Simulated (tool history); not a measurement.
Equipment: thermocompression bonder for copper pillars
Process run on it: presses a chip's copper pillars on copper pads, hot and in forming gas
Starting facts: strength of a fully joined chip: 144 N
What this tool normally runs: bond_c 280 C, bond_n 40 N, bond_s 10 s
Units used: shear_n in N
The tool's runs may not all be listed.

run,hour,bond_c,bond_n,bond_s,shear_n
1,0.0,280,40,10,60.7
2,12.0,280,40,10,60.4
3,30.6,280,40,10,61.4
4,40.7,280,40,10,60.5
5,59.7,280,40,10,59.2
6,70.9,280,40,10,59.2
7,83.4,280,40,10,60.4
# hour 88.3: forming gas filter changed
8,97.0,280,40,10,64.2
9,107.5,280,40,10,64.5
10,118.0,280,40,10,63.7
11,136.9,280,40,10,61.9
12,151.0,280,40,10,62.0
13,167.9,280,40,11,65.3
14,185.1,280,40,11,65.8
15,203.2,280,40,11,64.7
16,211.1,280,26,11,44.7
17,220.7,280,26,12,44.6
18,237.8,292,40,10,72.5
19,251.8,292,40,10,72.5
20,261.3,264,48,5,44.1
21,272.3,264,48,5,44.3
22,288.8,274,40,6,46.5
23,307.3,280,29,13,51.2
24,317.5,260,54,7,53.0
25,329.7,287,41,10,68.4
# hour 342.4: forming gas filter changed
26,344.6,286,44,22,95.9
27,357.4,286,44,22,95.3
28,366.8,286,44,22,96.3

Run 29, settings as shown, results not yet in. Your forecast:
29,385.5,284,44,6,?

shear_n: 62.4 N
Had the tool carried no hidden state, the very same run would have given shear_n 59.4 N.

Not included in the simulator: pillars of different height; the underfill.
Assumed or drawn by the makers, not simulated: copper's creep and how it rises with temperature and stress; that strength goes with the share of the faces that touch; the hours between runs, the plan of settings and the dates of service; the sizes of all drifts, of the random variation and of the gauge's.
